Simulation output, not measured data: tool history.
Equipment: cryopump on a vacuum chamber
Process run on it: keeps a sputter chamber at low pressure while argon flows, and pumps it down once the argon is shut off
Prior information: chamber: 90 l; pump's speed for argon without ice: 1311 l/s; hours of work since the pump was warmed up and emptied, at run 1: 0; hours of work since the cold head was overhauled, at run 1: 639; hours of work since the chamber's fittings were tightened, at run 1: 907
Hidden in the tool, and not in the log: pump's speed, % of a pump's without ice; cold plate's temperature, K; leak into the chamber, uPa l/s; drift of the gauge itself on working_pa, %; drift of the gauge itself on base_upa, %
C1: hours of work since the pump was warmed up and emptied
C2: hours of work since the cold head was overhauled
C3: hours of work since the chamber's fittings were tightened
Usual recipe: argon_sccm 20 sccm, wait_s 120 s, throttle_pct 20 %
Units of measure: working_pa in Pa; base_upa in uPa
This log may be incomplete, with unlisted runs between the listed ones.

run 1 hour=0.0 | argon_sccm=20 wait_s=120 throttle_pct=20 | C1=0 C2=639 C3=907 | working_pa=0.1286 base_upa=2.98
run 2 hour=60.4 | argon_sccm=20 wait_s=120 throttle_pct=20 | C1=27 C2=666 C3=934 | working_pa=0.1292 base_upa=2.99
run 3 hour=127.5 | argon_sccm=16 wait_s=120 throttle_pct=20 | C1=58 C2=696 C3=964 | working_pa=0.1041 base_upa=3.11
run 4 hour=192.1 | argon_sccm=16 wait_s=120 throttle_pct=20 | C1=87 C2=725 C3=994 | working_pa=0.1036 base_upa=3.26
run 5 hour=235.2 | argon_sccm=20 wait_s=37 throttle_pct=20 | C1=106 C2=745 C3=1013 | working_pa=0.1295 base_upa=3.97
run 6 hour=281.5 | argon_sccm=20 wait_s=37 throttle_pct=20 | C1=127 C2=766 C3=1034 | working_pa=0.1292 base_upa=4.11
run 7 hour=331.1 | argon_sccm=20 wait_s=37 throttle_pct=20 | C1=149 C2=788 C3=1056 | working_pa=0.1301 base_upa=4.15
run 8 hour=372.5 | argon_sccm=20 wait_s=37 throttle_pct=20 | C1=168 C2=807 C3=1075 | working_pa=0.1306 base_upa=4.21
-- hour=400.2 leaking fittings of the chamber tightened, without venting
run 9 hour=447.1 | argon_sccm=20 wait_s=37 throttle_pct=20 | C1=201 C2=839 C3=21 | working_pa=0.1303 base_upa=1.37
run 10 hour=477.3 | argon_sccm=15 wait_s=120 throttle_pct=20 | C1=214 C2=853 C3=35 | working_pa=0.0985 base_upa=0.71
run 11 hour=542.0 | argon_sccm=15 wait_s=120 throttle_pct=20 | C1=244 C2=882 C3=64 | working_pa=0.0982 base_upa=0.78
run 12 hour=613.8 | argon_sccm=20 wait_s=34 throttle_pct=20 | C1=276 C2=915 C3=96 | working_pa=0.1306 base_upa=1.78
run 13 hour=675.1 | argon_sccm=20 wait_s=34 throttle_pct=20 | C1=304 C2=942 C3=124 | working_pa=0.1316 base_upa=1.81
run 14 hour=724.6 | argon_sccm=20 wait_s=34 throttle_pct=20 | C1=326 C2=965 C3=146 | working_pa=0.1318 base_upa=1.90
run 15 hour=790.3 | argon_sccm=21 wait_s=120 throttle_pct=20 | C1=356 C2=994 C3=176 | working_pa=0.1367 base_upa=1.12
run 16 hour=833.6 | argon_sccm=21 wait_s=120 throttle_pct=20 | C1=375 C2=1014 C3=196 | working_pa=0.1392 base_upa=1.21
run 17 hour=893.1 | argon_sccm=21 wait_s=120 throttle_pct=20 | C1=402 C2=1041 C3=222 | working_pa=0.1382 base_upa=1.32
run 18 hour=937.4 | argon_sccm=15 wait_s=227 throttle_pct=20 | C1=422 C2=1061 C3=242 | working_pa=0.0988 base_upa=1.19
run 19 hour=995.7 | argon_sccm=10 wait_s=146 throttle_pct=20 | C1=448 C2=1087 C3=269 | working_pa=0.0661 base_upa=1.40
run 20 hour=1039.3 | argon_sccm=20 wait_s=100 throttle_pct=21 | C1=468 C2=1107 C3=288 | working_pa=0.1272 base_upa=1.63
run 21 hour=1087.2 | argon_sccm=23 wait_s=243 throttle_pct=20 | C1=490 C2=1128 C3=310 | working_pa=0.1521 base_upa=1.38
run 22 hour=1133.7 | argon_sccm=20 wait_s=120 throttle_pct=42 | C1=511 C2=1149 C3=331 | working_pa=0.0650 base_upa=1.66
run 23 hour=1188.5 | argon_sccm=9 wait_s=39 throttle_pct=36 | C1=535 C2=1174 C3=356 | working_pa=0.0340 base_upa=2.49
run 24 hour=1225.3 | argon_sccm=26 wait_s=174 throttle_pct=44 | C1=552 C2=1191 C3=372 | working_pa=0.0819 base_upa=1.71
run 25 hour=1261.8 | argon_sccm=26 wait_s=174 throttle_pct=44 | C1=568 C2=1207 C3=389 | working_pa=0.0825 base_upa=1.76
run 26 hour=1316.0 | argon_sccm=26 wait_s=60 throttle_pct=47 | C1=593 C2=1231 C3=413 | working_pa=0.0768 base_upa=2.33
run 27 hour=1353.0 | argon_sccm=26 wait_s=60 throttle_pct=47 | C1=610 C2=1248 C3=430 | working_pa=0.0777 base_upa=2.43
-- hour=1406.5 pump warmed up, emptied and cooled again
run 28 hour=1413.9 | argon_sccm=11 wait_s=60 throttle_pct=27 | C1=3 C2=1273 C3=455 | working_pa=0.0529 base_upa=2.23
run 29 hour=1487.8 | argon_sccm=11 wait_s=60 throttle_pct=27 | C1=37 C2=1307 C3=488 | working_pa=0.0527 base_upa=2.30
run 30 hour=1520.6 | argon_sccm=15 wait_s=25 throttle_pct=21 | C1=51 C2=1322 C3=503 | working_pa=0.0925 base_upa=3.37
run 31 hour=1578.1 | argon_sccm=12 wait_s=20 throttle_pct=22 | C1=77 C2=1347 C3=529 | working_pa=0.0710 base_upa=3.75
run 32 hour=1647.2 | argon_sccm=12 wait_s=20 throttle_pct=22 | C1=109 C2=1379 C3=560 | working_pa=0.0714 base_upa=3.95
run 33 hour=1693.5 | argon_sccm=12 wait_s=49 throttle_pct=22 | C1=129 C2=1400 C3=581 | working_pa=0.0723 base_upa=2.85

Take each entry between the runs: how does the hidden state at the last listed run before it differ from the hidden state at the first listed run after it?
Runs 8 to 9: leaking fittings of the chamber tightened, without venting (hour 400.2)
  pump's speed, % of a pump's without ice: 95.7 -> 94.9; cold plate's temperature, K: 12.43 -> 12.45; leak into the chamber, uPa l/s: 3939 -> 399
  difference, measured minus the result without the unlogged condition, working_pa: +0.0014 -> +0.0016 Pa; base_upa: +2.91 -> +0.09 uPa
Runs 27 to 28: pump warmed up, emptied and cooled again (hour 1406.5)
  pump's speed, % of a pump's without ice: 84.8 -> 99.1; cold plate's temperature, K: 12.66 -> 12.67; leak into the chamber, uPa l/s: 1871 -> 1965
  difference, measured minus the result without the unlogged condition, working_pa: +0.0066 -> +0.0003 Pa; base_upa: +1.48 -> +1.30 uPa
